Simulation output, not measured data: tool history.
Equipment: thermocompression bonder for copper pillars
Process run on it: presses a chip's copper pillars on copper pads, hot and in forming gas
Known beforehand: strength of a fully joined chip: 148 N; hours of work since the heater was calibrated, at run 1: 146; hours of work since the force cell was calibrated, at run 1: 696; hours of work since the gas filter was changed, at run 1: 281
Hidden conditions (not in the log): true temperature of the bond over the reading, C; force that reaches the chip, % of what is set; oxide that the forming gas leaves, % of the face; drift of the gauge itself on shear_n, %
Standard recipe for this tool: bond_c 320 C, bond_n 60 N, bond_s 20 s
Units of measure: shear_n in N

run,day,bond_c,bond_n,bond_s,hours of work since the heater was calibrated,hours of work since the force cell was calibrated,hours of work since the gas filter was changed,shear_n
1,0.000,320,60,20,146,696,281,53.9
2,0.400,320,60,20,153,704,288,53.4
# day 0.700: forming gas filter changed
3,0.708,320,60,20,158,709,0,60.4
4,1.004,320,60,20,164,714,6,60.1
5,1.392,336,60,20,171,721,13,71.5
6,1.812,336,60,20,179,729,20,71.4
7,2.192,336,51,20,186,736,27,66.1
8,2.608,336,51,20,193,744,35,66.2
9,3.008,320,60,20,201,751,43,59.0
10,3.175,320,60,20,204,754,46,59.6
11,3.383,320,60,20,208,758,49,59.5
12,3.729,320,85,20,214,765,56,69.2
13,4.008,320,85,20,219,770,61,69.6
# day 4.288: force cell calibrated
14,4.346,320,85,20,224,1,66,70.9
15,4.550,320,60,54,228,5,70,86.4
16,4.958,348,60,20,236,12,77,80.7
17,5.129,348,60,20,239,16,80,81.3
18,5.400,348,60,20,244,20,85,81.6
19,5.729,348,62,20,250,27,92,82.2
20,6.112,317,40,42,257,34,99,63.9
21,6.321,317,40,42,261,37,102,64.0
22,6.638,301,40,26,266,43,108,43.9
23,6.921,301,40,55,272,49,114,58.8
24,7.154,301,40,55,276,53,118,58.1
25,7.479,301,40,55,282,59,124,58.1
26,7.708,321,69,55,286,63,128,89.7
27,8.125,290,90,36,294,71,136,62.2
28,8.546,290,90,36,302,78,143,62.1
29,8.900,320,60,23,308,85,150,62.5
30,9.292,320,60,20,315,92,157,59.4
31,9.546,320,60,34,320,97,162,71.9

Branching from run 31: 4 alternative next runs. What would each branch give?
A,9.804,339,49,34,325,102,167,?
B,9.804,320,60,20,325,102,167,?
C,9.804,320,60,15,325,102,167,?
D,9.804,320,74,26,325,102,167,?

run,shear_n
A,79.4
B,59.4
C,53.3
D,70.4
Without the tool's unlogged condition, the same runs would have read:
run,shear_n
A,83.3
B,61.9
C,55.5
D,73.5
